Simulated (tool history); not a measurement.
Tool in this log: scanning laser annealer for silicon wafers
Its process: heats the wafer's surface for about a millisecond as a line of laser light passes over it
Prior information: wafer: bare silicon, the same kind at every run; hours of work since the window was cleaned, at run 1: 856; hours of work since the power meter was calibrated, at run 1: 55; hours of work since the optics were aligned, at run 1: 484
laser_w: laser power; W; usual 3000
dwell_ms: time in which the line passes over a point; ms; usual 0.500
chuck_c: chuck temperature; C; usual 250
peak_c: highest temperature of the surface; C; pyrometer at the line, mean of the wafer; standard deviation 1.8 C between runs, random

run   hour  laser_w  dwell_ms  chuck_c  hours of work since the window was cleaned  hours of work since the power meter was calibrated  hours of work since the optics were aligned  peak_c
  1    0.0     3000     0.500      250                                         856                                                  55                                          484     980
  2   13.8     3000     0.500      250                                         862                                                  61                                          490     982
  3   42.5     3000     0.500      250                                         875                                                  74                                          503     982
  4   73.8     2917     0.500      250                                         889                                                  87                                          517     959
  5  101.8     3000     0.500      250                                         901                                                 100                                          529     979
  6  126.4     3000     0.605      250                                         912                                                 111                                          540    1059
  7  155.1     3000     0.481      250                                         925                                                 123                                          553     965
  8  169.0     3000     0.481      250                                         931                                                 129                                          559     968
  9  183.4     3000     0.481      250                                         937                                                 136                                          565     969
     207.1  -- window over the wafer cleaned
 10  213.0     3000     0.481      250                                           3                                                 148                                          577     972
 11  227.3     3000     0.481      250                                           9                                                 154                                          583     966
 12  249.7     3000     0.604      250                                          19                                                 164                                          593    1053
 13  274.9     3000     0.604      250                                          30                                                 175                                          604    1057
 14  291.5     3000     0.604      285                                          37                                                 183                                          612    1091
 15  314.1     3000     0.500      250                                          47                                                 193                                          622     981
 16  332.1     3000     0.500      250                                          55                                                 200                                          630     985
 17  362.5     3000     0.500      250                                          69                                                 214                                          643     986
 18  375.6     3000     0.500      267                                          74                                                 220                                          649     998
 19  407.3     3000     0.500      250                                          88                                                 234                                          663     984
 20  425.1     3000     0.414      250                                          96                                                 241                                          671     914
 21  452.1     3000     0.377      237                                         108                                                 253                                          683     869
 22  466.0     3193     0.500      249                                         114                                                 259                                          689    1035
 23  491.8     3193     0.500      249                                         125                                                 271                                          700    1036
 24  513.7     3000     0.437      226                                         135                                                 281                                          710     912
 25  544.5     2962     0.437      226                                         149                                                 294                                          723     900
 26  573.6     2965     0.560      232                                         162                                                 307                                          736     997
 27  597.7     3198     0.520      290                                         172                                                 318                                          747    1088
 28  620.2     3198     0.520      290                                         182                                                 327                                          757    1090
 29  645.2     3198     0.520      290                                         193                                                 338                                          768    1093
 30  672.1     3198     0.520      290                                         205                                                 350                                          780    1091
 31  693.4     3240     0.365      250                                         214                                                 360                                          789     932
 32  721.7     3240     0.365      250                                         227                                                 372                                          801     930
 33  744.7     2676     0.365      250                                         237                                                 382                                          812     800
 34  766.4     3000     0.368      240                                         247                                                 392                                          821     870
 35  793.3     3000     0.419      250                                         258                                                 404                                          833     920
 36  823.9     3155     0.523      238                                         272                                                 417                                          846    1031
 37  839.6     3155     0.523      238                                         279                                                 424                                          853    1034
 38  869.6     2699     0.467      234                                         292                                                 437                                          867     863
 39  887.2     2781     0.547      254                                         300                                                 445                                          874     959
 40  912.4     2781     0.538      254                                         311                                                 456                                          885     949

For each entry between runs, how does the tool's hidden state at the last listed run before it compare with that at the first listed run after it?
Logged between run 9 and run 10: window over the wafer cleaned (hour 207.1)
  light that passes the window, % of a clean one's: 99.91 -> 100
